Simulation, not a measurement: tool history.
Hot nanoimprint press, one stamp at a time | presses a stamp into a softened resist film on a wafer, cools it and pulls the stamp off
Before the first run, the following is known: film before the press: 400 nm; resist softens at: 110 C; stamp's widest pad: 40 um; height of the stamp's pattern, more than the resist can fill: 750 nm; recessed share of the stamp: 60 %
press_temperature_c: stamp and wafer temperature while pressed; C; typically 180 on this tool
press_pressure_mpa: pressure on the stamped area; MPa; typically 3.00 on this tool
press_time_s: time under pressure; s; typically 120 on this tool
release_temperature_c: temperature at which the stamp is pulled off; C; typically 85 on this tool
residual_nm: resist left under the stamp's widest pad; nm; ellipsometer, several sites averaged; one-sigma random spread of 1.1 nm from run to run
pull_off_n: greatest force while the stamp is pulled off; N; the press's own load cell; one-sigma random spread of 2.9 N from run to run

run 1 hour=0.0 | press_temperature_c=180 press_pressure_mpa=3.00 press_time_s=120 release_temperature_c=85 | residual_nm=160.4 pull_off_n=164
run 2 hour=28.5 | press_temperature_c=180 press_pressure_mpa=3.06 press_time_s=120 release_temperature_c=85 | residual_nm=158.0 pull_off_n=173
run 3 hour=54.0 | press_temperature_c=180 press_pressure_mpa=3.06 press_time_s=120 release_temperature_c=85 | residual_nm=158.7 pull_off_n=178
run 4 hour=78.1 | press_temperature_c=180 press_pressure_mpa=3.06 press_time_s=120 release_temperature_c=85 | residual_nm=161.0 pull_off_n=174
run 5 hour=108.1 | press_temperature_c=180 press_pressure_mpa=3.06 press_time_s=120 release_temperature_c=85 | residual_nm=159.2 pull_off_n=170
run 6 hour=139.3 | press_temperature_c=180 press_pressure_mpa=3.06 press_time_s=120 release_temperature_c=85 | residual_nm=159.9 pull_off_n=174
run 7 hour=167.8 | press_temperature_c=180 press_pressure_mpa=3.06 press_time_s=120 release_temperature_c=85 | residual_nm=159.7 pull_off_n=189
run 8 hour=202.6 | press_temperature_c=180 press_pressure_mpa=3.00 press_time_s=151 release_temperature_c=85 | residual_nm=149.8 pull_off_n=182
run 9 hour=238.4 | press_temperature_c=180 press_pressure_mpa=3.00 press_time_s=120 release_temperature_c=80 | residual_nm=162.4 pull_off_n=208
run 10 hour=271.5 | press_temperature_c=180 press_pressure_mpa=3.00 press_time_s=120 release_temperature_c=80 | residual_nm=163.9 pull_off_n=211
-- hour=287.1 stamp cleaned and given a new release coat
run 11 hour=305.7 | press_temperature_c=180 press_pressure_mpa=3.00 press_time_s=199 release_temperature_c=85 | residual_nm=136.7 pull_off_n=135
run 12 hour=325.5 | press_temperature_c=180 press_pressure_mpa=3.00 press_time_s=199 release_temperature_c=85 | residual_nm=139.1 pull_off_n=140
run 13 hour=346.3 | press_temperature_c=180 press_pressure_mpa=3.00 press_time_s=120 release_temperature_c=85 | residual_nm=163.8 pull_off_n=142
run 14 hour=372.1 | press_temperature_c=180 press_pressure_mpa=3.00 press_time_s=120 release_temperature_c=73 | residual_nm=164.1 pull_off_n=183
run 15 hour=401.1 | press_temperature_c=180 press_pressure_mpa=3.00 press_time_s=86 release_temperature_c=85 | residual_nm=183.3 pull_off_n=139
run 16 hour=421.0 | press_temperature_c=180 press_pressure_mpa=3.00 press_time_s=86 release_temperature_c=85 | residual_nm=188.2 pull_off_n=144
run 17 hour=442.2 | press_temperature_c=180 press_pressure_mpa=3.00 press_time_s=86 release_temperature_c=85 | residual_nm=186.0 pull_off_n=149
-- hour=447.5 plate thermocouple calibrated
run 18 hour=463.0 | press_temperature_c=170 press_pressure_mpa=3.00 press_time_s=88 release_temperature_c=85 | residual_nm=279.4 pull_off_n=149
run 19 hour=487.5 | press_temperature_c=170 press_pressure_mpa=3.00 press_time_s=88 release_temperature_c=85 | residual_nm=277.3 pull_off_n=152
run 20 hour=507.6 | press_temperature_c=170 press_pressure_mpa=3.00 press_time_s=88 release_temperature_c=85 | residual_nm=277.7 pull_off_n=159
run 21 hour=534.2 | press_temperature_c=170 press_pressure_mpa=3.00 press_time_s=88 release_temperature_c=85 | residual_nm=278.8 pull_off_n=155
run 22 hour=552.7 | press_temperature_c=170 press_pressure_mpa=3.00 press_time_s=88 release_temperature_c=85 | residual_nm=278.6 pull_off_n=160
run 23 hour=574.7 | press_temperature_c=183 press_pressure_mpa=2.34 press_time_s=82 release_temperature_c=80 | residual_nm=195.2 pull_off_n=174
run 24 hour=598.6 | press_temperature_c=183 press_pressure_mpa=2.34 press_time_s=82 release_temperature_c=80 | residual_nm=196.6 pull_off_n=175
run 25 hour=634.0 | press_temperature_c=180 press_pressure_mpa=3.00 press_time_s=157 release_temperature_c=80 | residual_nm=155.6 pull_off_n=183
-- hour=653.9 plate thermocouple calibrated, once more
run 26 hour=658.4 | press_temperature_c=180 press_pressure_mpa=3.00 press_time_s=125 release_temperature_c=80 | residual_nm=157.1 pull_off_n=176
run 27 hour=690.7 | press_temperature_c=180 press_pressure_mpa=3.00 press_time_s=125 release_temperature_c=80 | residual_nm=159.3 pull_off_n=177
run 28 hour=721.5 | press_temperature_c=187 press_pressure_mpa=2.25 press_time_s=146 release_temperature_c=71 | residual_nm=132.8 pull_off_n=216
run 29 hour=756.7 | press_temperature_c=187 press_pressure_mpa=2.25 press_time_s=146 release_temperature_c=71 | residual_nm=132.6 pull_off_n=205
-- hour=779.1 press's hydraulic seals changed and the load cell set to zero
run 30 hour=793.6 | press_temperature_c=187 press_pressure_mpa=3.00 press_time_s=120 release_temperature_c=80 | residual_nm=116.5 pull_off_n=178
run 31 hour=815.9 | press_temperature_c=187 press_pressure_mpa=2.65 press_time_s=120 release_temperature_c=80 | residual_nm=126.2 pull_off_n=185

Consider 3 possible next runs. They are alternatives, not a sequence: every one starts from the tool as it was left by run 31. What does each give?
run A hour=844.5 | press_temperature_c=174 press_pressure_mpa=2.96 press_time_s=120 release_temperature_c=86 | residual_nm=? pull_off_n=?
run B hour=844.5 | press_temperature_c=168 press_pressure_mpa=3.00 press_time_s=66 release_temperature_c=78 | residual_nm=? pull_off_n=?
run C hour=844.5 | press_temperature_c=180 press_pressure_mpa=3.59 press_time_s=192 release_temperature_c=85 | residual_nm=? pull_off_n=?

run=A residual_nm=206.9 pull_off_n=164
run=B residual_nm=297.5 pull_off_n=193
run=C residual_nm=121.9 pull_off_n=172
With no hidden state in the tool, these same runs would have given:
run=A residual_nm=202.7 pull_off_n=131
run=B residual_nm=293.2 pull_off_n=155
run=C residual_nm=119.3 pull_off_n=138

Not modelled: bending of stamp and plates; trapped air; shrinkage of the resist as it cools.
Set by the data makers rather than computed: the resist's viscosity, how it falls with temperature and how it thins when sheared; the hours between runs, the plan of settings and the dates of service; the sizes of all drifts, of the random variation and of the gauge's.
